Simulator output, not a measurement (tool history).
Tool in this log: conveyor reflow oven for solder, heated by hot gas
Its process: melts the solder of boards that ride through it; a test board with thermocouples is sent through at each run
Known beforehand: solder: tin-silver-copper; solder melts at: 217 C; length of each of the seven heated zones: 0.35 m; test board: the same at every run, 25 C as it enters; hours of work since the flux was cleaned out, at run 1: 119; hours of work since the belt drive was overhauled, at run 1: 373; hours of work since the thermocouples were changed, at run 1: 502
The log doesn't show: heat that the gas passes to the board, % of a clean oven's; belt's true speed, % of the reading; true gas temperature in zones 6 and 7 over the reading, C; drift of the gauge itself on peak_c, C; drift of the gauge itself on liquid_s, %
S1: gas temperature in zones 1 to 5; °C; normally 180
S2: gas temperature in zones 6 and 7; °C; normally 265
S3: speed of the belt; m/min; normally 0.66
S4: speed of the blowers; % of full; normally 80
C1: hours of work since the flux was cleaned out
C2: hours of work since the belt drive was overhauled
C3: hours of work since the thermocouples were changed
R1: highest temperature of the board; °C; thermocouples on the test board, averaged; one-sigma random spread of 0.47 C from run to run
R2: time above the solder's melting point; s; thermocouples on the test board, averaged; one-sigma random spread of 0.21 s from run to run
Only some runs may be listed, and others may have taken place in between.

run    hour   S1   S2     S3  S4   C1    C2    C3     R1    R2
  1       0  180  265   0.66  80  119   373   502  251.7  50.3
  2    72.7  180  265  0.758  80  157   411   540  247.8  40.4
  3   129.4  180  265  0.758  80  187   441   570  247.6  40.3
      155.8  -- flux residue cleaned out of gas plates and filters
  4   185.1  180  265   0.66  80   15   467   597  252.9    51
  5   263.8  180  273   0.66  80   57   508   638  259.1  54.3
  6   355.3  180  265   0.66  80  104   556   686  251.9  50.5
  7   402.3  180  265   0.66  80  129   581   710  251.9  50.2
  8   479.1  180  268   0.66  80  169   621   750  252.9  51.2
      531.2  -- flux residue cleaned out of gas plates and filters
  9   531.2  181  268   0.66  80    0   646   775  254.9  52.4
 10   575.7  180  265   0.66  80   23   669   798  251.5  50.8
 11   617.4  180  265   0.66  80   45   691   820  251.7  50.4
 12   697.6  171  265   0.66  80   87   733   862  250.1    47
 13   746.3  171  265   0.66  80  113   758   888  250.2  46.9
 14   833.3  171  265   0.66  80  158   804   933  248.5  46.6
 15   873.1  171  265   0.66  80  179   825   954  250.2  46.1
      909.8  -- flux residue cleaned out of gas plates and filters
 16   952.3  171  265   0.66  80   22   864   993  249.9    47
 17  1028.1  170  258   0.66  63   62   903  1032  240.6  39.8
 18  1102.4  170  258   0.66  63  101   942  1071  240.4  38.9
 19  1177.3  170  258   0.66  63  140   981  1111  239.9  38.9
 20  1269.8  170  258   0.66  63  188  1030  1159  240.3  38.4
     1289.9  -- flux residue cleaned out of gas plates and filters
 21  1315.8  180  265  0.674  81   14  1051  1180  250.6  48.8
     1366.1  -- thermocouples of zones 6 and 7 changed
 22  1368.8  180  265   0.66  63   40  1078     1    252  50.4
 23  1458.4  180  274   0.66  80   87  1125    48  261.3  55.4
 24  1522.4  180  274   0.66  80  121  1158    82  261.5  55.1
 25  1568.1  180  260   0.66  80  144  1182   106  249.6  49.1
 26  1611.3  180  265  0.788  70  167  1205   128  246.4    38
     1669.5  -- flux residue cleaned out of gas plates and filters
 27  1679.7  167  265   0.66  80    5  1238   161  252.4  47.3
 28  1771.2  180  265  0.725  50   53  1286   209  244.9  40.8
 29  1836.7  172  265  0.691  63   87  1320   244  247.9  43.2

For each run, the measured value with the value that run would have given without the tool's hidden condition subtracted. The run-to-run variation is shared by both, the gauge scatter possibly not:
run    R1    R2
  1    -2    -1
  2  -2.5  -1.4
  3  -2.8  -1.6
  4  -1.4  -0.4
  5  -1.8  -0.4
  6  -2.2  -0.9
  7  -2.4    -1
  8  -2.8  -1.1
  9  -1.8  -0.3
 10    -2  -0.6
 11  -2.1  -0.6
 12  -2.6    -1
 13  -2.8  -1.2
 14  -3.1  -1.5
 15  -3.4  -1.7
 16  -2.6  -0.9
 17  -2.8  -1.7
 18  -3.1  -2.1
 19  -3.4  -2.5
 20  -3.8  -2.8
 21    -3  -0.8
 22  +0.1  +0.8
 23  -0.4  +0.6
 24  -0.6  +0.5
 25  -0.8  +0.1
 26  -1.2  -0.3
 27    +0  +0.9
 28  -0.3  +0.6
 29  -0.6  +0.3
